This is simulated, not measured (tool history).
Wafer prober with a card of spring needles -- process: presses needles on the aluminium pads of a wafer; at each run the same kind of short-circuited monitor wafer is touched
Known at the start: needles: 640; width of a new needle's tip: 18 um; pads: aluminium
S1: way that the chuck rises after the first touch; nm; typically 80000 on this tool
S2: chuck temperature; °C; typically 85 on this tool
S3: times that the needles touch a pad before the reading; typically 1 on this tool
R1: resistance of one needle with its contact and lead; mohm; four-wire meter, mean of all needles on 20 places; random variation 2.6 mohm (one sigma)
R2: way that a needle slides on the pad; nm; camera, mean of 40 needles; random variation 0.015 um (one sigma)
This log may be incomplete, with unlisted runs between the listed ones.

run,day,S1,S2,S3,R1,R2
1,0.000,80000,85,1,535,11120
2,1.783,80000,85,1,455,11080
3,3.967,80000,85,1,522,11070
4,6.608,80000,85,1,562,11020
5,8.254,80000,85,3,391,11010
6,10.575,80000,46,1,352,10940
7,12.542,80000,29,1,431,11120
8,14.296,80000,29,1,557,11110
9,15.529,94000,85,1,495,13030
10,18.125,94000,85,1,488,12980
11,19.454,94000,85,1,496,12970
12,21.358,68000,85,1,637,9310
13,23.612,66000,51,1,750,9000
14,25.279,74000,96,1,516,10290
15,27.612,74000,96,1,635,10270
16,28.925,80000,41,2,445,11070
17,30.083,66000,41,3,411,9150
18,31.900,66000,117,2,430,9120

Not shown: 51 entries that the log had between the listed runs. Between which runs, and how does the tool's hidden state differ before and after?
From run 1 to run 2: tips cleaned on abrasive film (day 0.146); tips cleaned on abrasive film (day 0.833); tips cleaned on abrasive film (day 1.546)
  debris on the tips, nm: 143.7 -> 92.8; way that the needles fall short of the set height, um: 0.12 -> 0.25; tips' diameter, um: 18.04 -> 18.08
  what was measured, less what the result would be without the hidden state, R1: +239 -> +157 mohm; R2: -20 -> -30 nm
From run 2 to run 3: tips cleaned on abrasive film (day 2.192); tips cleaned on abrasive film (day 2.883); tips cleaned on abrasive film (day 3.554)
  debris on the tips, nm: 92.8 -> 133.1; way that the needles fall short of the set height, um: 0.25 -> 0.46; tips' diameter, um: 18.08 -> 18.16
  what was measured, less what the result would be without the hidden state, R1: +157 -> +227 mohm; R2: -30 -> -60 nm
From run 3 to run 4: tips cleaned on abrasive film (day 4.242); tips cleaned on abrasive film (day 4.942); tips cleaned on abrasive film (day 5.512); tips cleaned on abrasive film (day 6.083)
  debris on the tips, nm: 133.1 -> 146.6; way that the needles fall short of the set height, um: 0.46 -> 0.68; tips' diameter, um: 18.16 -> 18.24
  what was measured, less what the result would be without the hidden state, R1: +227 -> +258 mohm; R2: -60 -> -90 nm
From run 4 to run 5: tips cleaned on abrasive film (day 6.754); tips cleaned on abrasive film (day 7.450); tips cleaned on abrasive film, once more (day 7.867)
  debris on the tips, nm: 146.6 -> 141.7; way that the needles fall short of the set height, um: 0.68 -> 0.9; tips' diameter, um: 18.24 -> 18.31
  what was measured, less what the result would be without the hidden state, R1: +258 -> +91 mohm; R2: -90 -> -120 nm
From run 5 to run 6: tips cleaned on abrasive film (day 8.542); tips cleaned on abrasive film (day 9.250); tips cleaned on abrasive film (day 9.821); tips cleaned on abrasive film (day 10.517)
  debris on the tips, nm: 141.7 -> 36.4; way that the needles fall short of the set height, um: 0.9 -> 1.16; tips' diameter, um: 18.31 -> 18.4
  what was measured, less what the result would be without the hidden state, R1: +91 -> +68 mohm; R2: -120 -> -160 nm
From run 6 to run 7: tips cleaned on abrasive film (day 11.121); height of the first contact set anew (day 11.275); tips cleaned on abrasive film (day 11.833); tips cleaned on abrasive film (day 12.404)
  debris on the tips, nm: 36.4 -> 82.4; way that the needles fall short of the set height, um: 1.16 -> 0.12; tips' diameter, um: 18.4 -> 18.47
  what was measured, less what the result would be without the hidden state, R1: +68 -> +156 mohm; R2: -160 -> -10 nm
From run 7 to run 8: tips cleaned on abrasive film (day 13.100); tips cleaned on abrasive film (day 13.808)
  debris on the tips, nm: 82.4 -> 143.8; way that the needles fall short of the set height, um: 0.12 -> 0.26; tips' diameter, um: 18.47 -> 18.51
  what was measured, less what the result would be without the hidden state, R1: +156 -> +277 mohm; R2: -10 -> -40 nm
From run 8 to run 9: tips cleaned on abrasive film (day 14.442); tips cleaned on abrasive film (day 15.012)
  debris on the tips, nm: 143.8 -> 152.7; way that the needles fall short of the set height, um: 0.26 -> 0.38; tips' diameter, um: 18.51 -> 18.56
  what was measured, less what the result would be without the hidden state, R1: +277 -> +201 mohm; R2: -40 -> -50 nm
From run 9 to run 10: tips cleaned on abrasive film (day 15.675); tips cleaned on abrasive film (day 16.358); tips cleaned on abrasive film (day 17.046); tips cleaned on abrasive film (day 17.612)
  debris on the tips, nm: 152.7 -> 143.9; way that the needles fall short of the set height, um: 0.38 -> 0.63; tips' diameter, um: 18.56 -> 18.64
  what was measured, less what the result would be without the hidden state, R1: +201 -> +194 mohm; R2: -50 -> -90 nm
From run 10 to run 11: tips cleaned on abrasive film (day 18.271); tips cleaned on abrasive film (day 18.975)
  debris on the tips, nm: 143.9 -> 145.8; way that the needles fall short of the set height, um: 0.63 -> 0.75; tips' diameter, um: 18.64 -> 18.69
  what was measured, less what the result would be without the hidden state, R1: +194 -> +199 mohm; R2: -90 -> -110 nm
From run 11 to run 12: tips cleaned on abrasive film (day 19.600); tips cleaned on abrasive film (day 20.292); tips cleaned on abrasive film (day 21.004)
  debris on the tips, nm: 145.8 -> 133.5; way that the needles fall short of the set height, um: 0.75 -> 0.94; tips' diameter, um: 18.69 -> 18.75
  what was measured, less what the result would be without the hidden state, R1: +199 -> +332 mohm; R2: -110 -> -130 nm
From run 12 to run 13: tips cleaned on abrasive film (day 21.638); tips cleaned on abrasive film (day 22.346); tips cleaned on abrasive film (day 23.058)
  debris on the tips, nm: 133.5 -> 165.6; way that the needles fall short of the set height, um: 0.94 -> 1.14; tips' diameter, um: 18.75 -> 18.82
  what was measured, less what the result would be without the hidden state, R1: +332 -> +459 mohm; R2: -130 -> -160 nm
From run 13 to run 14: tips cleaned on abrasive film (day 23.758); tips cleaned on abrasive film (day 24.329); height of the first contact set anew (day 24.342); tips cleaned on abrasive film (day 25.046)
  debris on the tips, nm: 165.6 -> 100.4; way that the needles fall short of the set height, um: 1.14 -> 0.05; tips' diameter, um: 18.82 -> 18.88
  what was measured, less what the result would be without the hidden state, R1: +459 -> +208 mohm; R2: -160 -> +0 nm
From run 14 to run 15: tips cleaned on abrasive film (day 25.704); tips cleaned on abrasive film (day 26.404); tips cleaned on abrasive film (day 27.104)
  debris on the tips, nm: 100.4 -> 158.2; way that the needles fall short of the set height, um: 0.05 -> 0.22; tips' diameter, um: 18.88 -> 18.94
  what was measured, less what the result would be without the hidden state, R1: +208 -> +329 mohm; R2: +0 -> -30 nm
From run 15 to run 16: tips cleaned on abrasive film (day 27.758); tips cleaned on abrasive film (day 28.467)
  debris on the tips, nm: 158.2 -> 135.7; way that the needles fall short of the set height, um: 0.22 -> 0.35; tips' diameter, um: 18.94 -> 18.98
  what was measured, less what the result would be without the hidden state, R1: +329 -> +161 mohm; R2: -30 -> -50 nm
From run 16 to run 17: tips cleaned on abrasive film (day 29.071); tips cleaned on abrasive film (day 29.767)
  debris on the tips, nm: 135.7 -> 119.9; way that the needles fall short of the set height, um: 0.35 -> 0.46; tips' diameter, um: 18.98 -> 19.02
  what was measured, less what the result would be without the hidden state, R1: +161 -> +123 mohm; R2: -50 -> -60 nm
From run 17 to run 18: tips cleaned on abrasive film (day 30.371); tips cleaned on abrasive film (day 31.071); tips cleaned on abrasive film (day 31.762)
  debris on the tips, nm: 119.9 -> 73.9; way that the needles fall short of the set height, um: 0.46 -> 0.62; tips' diameter, um: 19.02 -> 19.08
  what was measured, less what the result would be without the hidden state, R1: +123 -> +114 mohm; R2: -60 -> -80 nm
